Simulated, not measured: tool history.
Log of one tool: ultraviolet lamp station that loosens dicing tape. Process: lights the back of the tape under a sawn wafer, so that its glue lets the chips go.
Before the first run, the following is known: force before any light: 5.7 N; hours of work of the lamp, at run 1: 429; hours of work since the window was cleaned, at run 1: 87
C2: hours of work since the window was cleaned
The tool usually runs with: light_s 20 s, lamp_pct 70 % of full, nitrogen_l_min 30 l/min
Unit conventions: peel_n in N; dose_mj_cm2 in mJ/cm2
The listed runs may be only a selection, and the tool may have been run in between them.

run 1 hour=0 | light_s=20 lamp_pct=70 nitrogen_l_min=30 | hours_of_work_of_the_lamp=429 C2=87 | peel_n=1.122 dose_mj_cm2=389
run 2 hour=50.7 | light_s=20 lamp_pct=70 nitrogen_l_min=30 | hours_of_work_of_the_lamp=455 C2=112 | peel_n=1.121 dose_mj_cm2=387
run 3 hour=90.1 | light_s=20 lamp_pct=70 nitrogen_l_min=30 | hours_of_work_of_the_lamp=474 C2=132 | peel_n=1.131 dose_mj_cm2=387
run 4 hour=160.5 | light_s=20 lamp_pct=70 nitrogen_l_min=30 | hours_of_work_of_the_lamp=509 C2=167 | peel_n=1.199 dose_mj_cm2=376
run 5 hour=226.3 | light_s=20 lamp_pct=70 nitrogen_l_min=30 | hours_of_work_of_the_lamp=542 C2=200 | peel_n=1.182 dose_mj_cm2=371
run 6 hour=299.8 | light_s=20 lamp_pct=70 nitrogen_l_min=30 | hours_of_work_of_the_lamp=579 C2=237 | peel_n=1.274 dose_mj_cm2=365
run 7 hour=330.9 | light_s=20 lamp_pct=70 nitrogen_l_min=30 | hours_of_work_of_the_lamp=594 C2=252 | peel_n=1.234 dose_mj_cm2=362
run 8 hour=378.2 | light_s=28 lamp_pct=70 nitrogen_l_min=30 | hours_of_work_of_the_lamp=618 C2=276 | peel_n=0.705 dose_mj_cm2=506
run 9 hour=411.6 | light_s=28 lamp_pct=70 nitrogen_l_min=30 | hours_of_work_of_the_lamp=635 C2=292 | peel_n=0.742 dose_mj_cm2=501
run 10 hour=468 | light_s=20 lamp_pct=70 nitrogen_l_min=15 | hours_of_work_of_the_lamp=663 C2=320 | peel_n=1.714 dose_mj_cm2=353
run 11 hour=505.6 | light_s=20 lamp_pct=70 nitrogen_l_min=15 | hours_of_work_of_the_lamp=682 C2=339 | peel_n=1.787 dose_mj_cm2=350
run 12 hour=574.3 | light_s=20 lamp_pct=70 nitrogen_l_min=15 | hours_of_work_of_the_lamp=716 C2=374 | peel_n=1.827 dose_mj_cm2=338
run 13 hour=647.4 | light_s=20 lamp_pct=70 nitrogen_l_min=15 | hours_of_work_of_the_lamp=753 C2=410 | peel_n=1.861 dose_mj_cm2=339
run 14 hour=720.7 | light_s=20 lamp_pct=70 nitrogen_l_min=15 | hours_of_work_of_the_lamp=789 C2=447 | peel_n=1.894 dose_mj_cm2=330
-- hour=724.5 window cleaned of glue's vapour
run 15 hour=753.7 | light_s=34 lamp_pct=70 nitrogen_l_min=26 | hours_of_work_of_the_lamp=805 C2=15 | peel_n=0.696 dose_mj_cm2=541
run 16 hour=816.9 | light_s=36 lamp_pct=81 nitrogen_l_min=27 | hours_of_work_of_the_lamp=837 C2=46 | peel_n=0.459 dose_mj_cm2=658
run 17 hour=872.5 | light_s=36 lamp_pct=81 nitrogen_l_min=27 | hours_of_work_of_the_lamp=865 C2=74 | peel_n=0.46 dose_mj_cm2=646
run 18 hour=934.2 | light_s=36 lamp_pct=81 nitrogen_l_min=27 | hours_of_work_of_the_lamp=895 C2=105 | peel_n=0.488 dose_mj_cm2=640
run 19 hour=968.9 | light_s=15 lamp_pct=68 nitrogen_l_min=39 | hours_of_work_of_the_lamp=913 C2=122 | peel_n=2.099 dose_mj_cm2=221
run 20 hour=1030.4 | light_s=15 lamp_pct=68 nitrogen_l_min=39 | hours_of_work_of_the_lamp=943 C2=153 | peel_n=2.058 dose_mj_cm2=214
run 21 hour=1102.3 | light_s=27 lamp_pct=84 nitrogen_l_min=17 | hours_of_work_of_the_lamp=979 C2=189 | peel_n=1.081 dose_mj_cm2=474
-- hour=1131.2 window cleaned of glue's vapour, once more
run 22 hour=1137.3 | light_s=14 lamp_pct=65 nitrogen_l_min=45 | hours_of_work_of_the_lamp=997 C2=3 | peel_n=2.003 dose_mj_cm2=215
run 23 hour=1206.7 | light_s=14 lamp_pct=74 nitrogen_l_min=45 | hours_of_work_of_the_lamp=1031 C2=38 | peel_n=1.831 dose_mj_cm2=243
run 24 hour=1275 | light_s=14 lamp_pct=74 nitrogen_l_min=45 | hours_of_work_of_the_lamp=1065 C2=72 | peel_n=1.875 dose_mj_cm2=237
run 25 hour=1349.2 | light_s=14 lamp_pct=88 nitrogen_l_min=45 | hours_of_work_of_the_lamp=1102 C2=109 | peel_n=1.527 dose_mj_cm2=278
run 26 hour=1402.1 | light_s=14 lamp_pct=88 nitrogen_l_min=45 | hours_of_work_of_the_lamp=1129 C2=135 | peel_n=1.553 dose_mj_cm2=273

Each row is a separate what-if for the run after 26, all from the same tool condition, not one after another. Results?
run A hour=1466.3 | light_s=11 lamp_pct=64 nitrogen_l_min=22 | hours_of_work_of_the_lamp=1161 C2=167 | peel_n=? dose_mj_cm2=?
run B hour=1466.3 | light_s=10 lamp_pct=88 nitrogen_l_min=18 | hours_of_work_of_the_lamp=1161 C2=167 | peel_n=? dose_mj_cm2=?
run C hour=1466.3 | light_s=14 lamp_pct=88 nitrogen_l_min=38 | hours_of_work_of_the_lamp=1161 C2=167 | peel_n=? dose_mj_cm2=?
run D hour=1466.3 | light_s=28 lamp_pct=66 nitrogen_l_min=30 | hours_of_work_of_the_lamp=1161 C2=167 | peel_n=? dose_mj_cm2=?
run E hour=1466.3 | light_s=16 lamp_pct=88 nitrogen_l_min=45 | hours_of_work_of_the_lamp=1161 C2=167 | peel_n=? dose_mj_cm2=?

run=A peel_n=2.971 dose_mj_cm2=155
run=B peel_n=2.842 dose_mj_cm2=194
run=C peel_n=1.733 dose_mj_cm2=269
run=D peel_n=1.07 dose_mj_cm2=403
run=E peel_n=1.331 dose_mj_cm2=306
Without the tool's hidden state the same runs would have given:
run=A peel_n=2.216 dose_mj_cm2=232
run=B peel_n=2.023 dose_mj_cm2=290
run=C peel_n=0.979 dose_mj_cm2=402
run=D peel_n=0.518 dose_mj_cm2=604
run=E peel_n=0.688 dose_mj_cm2=459

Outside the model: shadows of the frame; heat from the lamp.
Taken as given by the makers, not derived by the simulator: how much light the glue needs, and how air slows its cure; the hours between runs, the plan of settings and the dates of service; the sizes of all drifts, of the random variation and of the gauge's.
